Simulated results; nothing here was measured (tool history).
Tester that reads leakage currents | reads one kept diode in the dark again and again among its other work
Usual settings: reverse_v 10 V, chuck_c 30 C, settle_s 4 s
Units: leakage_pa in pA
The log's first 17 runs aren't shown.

Run 18, hour 1553: usual settings. Result: leakage_pa 178.13 pA.
At hour 1613.6: probe card cleaned and baked.
Run 19, hour 1664.6: usual settings. Result: leakage_pa 169.25 pA.
Run 20, hour 1766.7: usual settings. Result: leakage_pa 170.12 pA.
Run 21, hour 1838.5: usual settings but reverse_v 3.8 V, settle_s 9.2 s. Result: leakage_pa 119.97 pA.
At hour 1890.1: chuck's temperature calibrated.
Run 22, hour 1908: usual settings but reverse_v 2 V. Result: leakage_pa 79.43 pA.
Run 23, hour 1964.8: usual settings but reverse_v 2 V. Result: leakage_pa 79.97 pA.
Run 24, hour 2052.4: usual settings but reverse_v 2 V. Result: leakage_pa 80.67 pA.
Run 25, hour 2179.8: usual settings but reverse_v 2.2 V, chuck_c 57 C, settle_s 1.91 s. Result: leakage_pa 612.51 pA.
Run 26, hour 2236.4: usual settings but chuck_c 42 C, settle_s 2.37 s. Result: leakage_pa 377.47 pA.
Run 27, hour 2320.4: usual settings but chuck_c 42 C, settle_s 2.37 s. Result: leakage_pa 376.75 pA.
Run 28, hour 2400: usual settings but chuck_c 42 C, settle_s 2.37 s. Result: leakage_pa 380.78 pA.
Run 29, hour 2491.3: usual settings but chuck_c 22 C, settle_s 3.11 s. Result: leakage_pa 83.71 pA.
Run 30, hour 2595.4: usual settings but chuck_c 22 C, settle_s 3.11 s. Result: leakage_pa 85.9 pA.
Run 31, hour 2693.5: usual settings but reverse_v 1.9 V, chuck_c 38 C, settle_s 5.97 s. Result: leakage_pa 155.17 pA.
Run 32, hour 2820: usual settings but reverse_v 9.1 V, chuck_c 46 C, settle_s 5.97 s. Result: leakage_pa 508.21 pA.
Run 33, hour 2909.2: usual settings but reverse_v 9.1 V, chuck_c 22 C, settle_s 5.97 s. Result: leakage_pa 86.13 pA.
Run 34, hour 3027.5: usual settings but reverse_v 1.1 V, chuck_c 37 C, settle_s 6.23 s. Result: leakage_pa 121.09 pA.
Run 35, hour 3105.9: usual settings but reverse_v 1.4 V, chuck_c 48 C, settle_s 0.39 s. Result: leakage_pa 298.48 pA.
Run 36, hour 3198.2: usual settings but chuck_c 43 C, settle_s 0.52 s. Result: leakage_pa 439.9 pA.
Run 37, hour 3254.9: usual settings but reverse_v 11.8 V, chuck_c 43 C, settle_s 5.13 s. Result: leakage_pa 470.24 pA.
At hour 3338.4: probe card cleaned and baked.
Run 38, hour 3338.4: usual settings but reverse_v 11.8 V, chuck_c 43 C, settle_s 5.13 s. Result: leakage_pa 458.51 pA.
Run 39, hour 3447: usual settings but reverse_v 4.1 V, chuck_c 26 C, settle_s 0.37 s. Result: leakage_pa 85.24 pA.
Run 40, hour 3560.3: usual settings but reverse_v 5.3 V, chuck_c 50 C, settle_s 0.37 s. Result: leakage_pa 575.2 pA.

Forecast each of these 3 alternatives for the next run:
At hour 3674.3: tester calibrated.
Run A, hour 3685.4: usual settings but reverse_v 2 V, chuck_c 50 C, settle_s 0.36 s. Result: leakage_pa ?.
At hour 3674.3: tester calibrated.
Run B, hour 3685.4: usual settings but reverse_v 5.2 V, chuck_c 44 C, settle_s 1.48 s. Result: leakage_pa ?.
At hour 3674.3: tester calibrated.
Run C, hour 3685.4: usual settings but chuck_c 27 C, settle_s 2.53 s. Result: leakage_pa ?.

run  leakage_pa
  A      396.25
  B      367.43
  C      128.82
Without the tool's hidden state the same runs would have given:
run  leakage_pa
  A      355.63
  B      327.66
  C      111.64
